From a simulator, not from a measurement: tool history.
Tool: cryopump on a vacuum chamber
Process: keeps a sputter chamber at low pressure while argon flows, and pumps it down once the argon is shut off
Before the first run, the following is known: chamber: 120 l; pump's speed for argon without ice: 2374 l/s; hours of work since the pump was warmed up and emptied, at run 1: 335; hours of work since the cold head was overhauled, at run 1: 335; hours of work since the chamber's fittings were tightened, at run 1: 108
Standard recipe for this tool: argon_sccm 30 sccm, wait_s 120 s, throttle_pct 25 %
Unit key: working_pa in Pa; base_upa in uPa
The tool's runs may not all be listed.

run,day,argon_sccm,wait_s,throttle_pct,hours of work since the pump was warmed up and emptied,hours of work since the cold head was overhauled,hours of work since the chamber's fittings were tightened,working_pa,base_upa
1,0.000,30,120,25,335,335,108,0.0860,0.44
2,0.758,30,120,25,348,348,120,0.0858,0.43
3,1.429,30,120,19,359,359,132,0.1134,0.45
4,2.125,30,120,19,371,371,143,0.1133,0.48
5,2.800,30,120,19,382,382,154,0.1140,0.49
6,3.212,30,120,19,389,389,161,0.1136,0.52
7,3.967,30,120,19,402,402,174,0.1148,0.51
8,4.492,30,120,19,410,410,183,0.1136,0.49
9,5.158,30,120,19,421,421,194,0.1138,0.56
10,5.838,45,120,25,433,433,205,0.1313,0.60
11,6.279,45,120,25,440,440,212,0.1296,0.56
12,6.704,45,120,25,447,447,219,0.1300,0.60
13,7.179,30,120,25,455,455,227,0.0865,0.58
14,7.783,32,263,59,465,465,237,0.0399,0.51
15,8.254,32,263,59,473,473,245,0.0405,0.57
16,8.971,27,159,27,485,485,257,0.0728,0.57
17,9.504,44,120,16,494,494,266,0.1983,0.62
18,10.008,30,132,25,502,502,274,0.0867,0.64
19,10.771,30,132,25,515,515,287,0.0875,0.62
20,11.517,12,230,29,527,527,299,0.0302,0.58
21,11.938,30,24,19,534,534,307,0.1136,1.22
22,12.712,58,50,28,547,547,319,0.1502,0.90
23,13.388,58,50,28,558,558,331,0.1510,0.90
24,13.896,58,24,26,567,567,339,0.1622,1.22
25,14.275,30,120,24,573,573,345,0.0905,0.76

Measured result minus the same run's result without the hidden state. Both carry the same run-to-run variation, though not necessarily the same gauge scatter:
The tool's hidden condition here consists of: pump's speed, % of a pump's without ice; cold plate's temperature, K; leak into the chamber, uPa l/s; drift of the gauge itself on working_pa, %; drift of the gauge itself on base_upa, %.
run,working_pa,base_upa
1,+0.0011,+0.17
2,+0.0011,+0.20
3,+0.0012,+0.20
4,+0.0012,+0.22
5,+0.0012,+0.23
6,+0.0013,+0.25
7,+0.0013,+0.27
8,+0.0014,+0.27
9,+0.0013,+0.29
10,+0.0021,+0.30
11,+0.0022,+0.31
12,+0.0021,+0.34
13,+0.0015,+0.34
14,+0.0016,+0.36
15,+0.0016,+0.36
16,+0.0014,+0.38
17,+0.0024,+0.40
18,+0.0017,+0.40
19,+0.0016,+0.41
20,+0.0007,+0.44
21,+0.0018,+0.46
22,+0.0035,+0.47
23,+0.0035,+0.49
24,+0.0035,+0.50
25,+0.0018,+0.52

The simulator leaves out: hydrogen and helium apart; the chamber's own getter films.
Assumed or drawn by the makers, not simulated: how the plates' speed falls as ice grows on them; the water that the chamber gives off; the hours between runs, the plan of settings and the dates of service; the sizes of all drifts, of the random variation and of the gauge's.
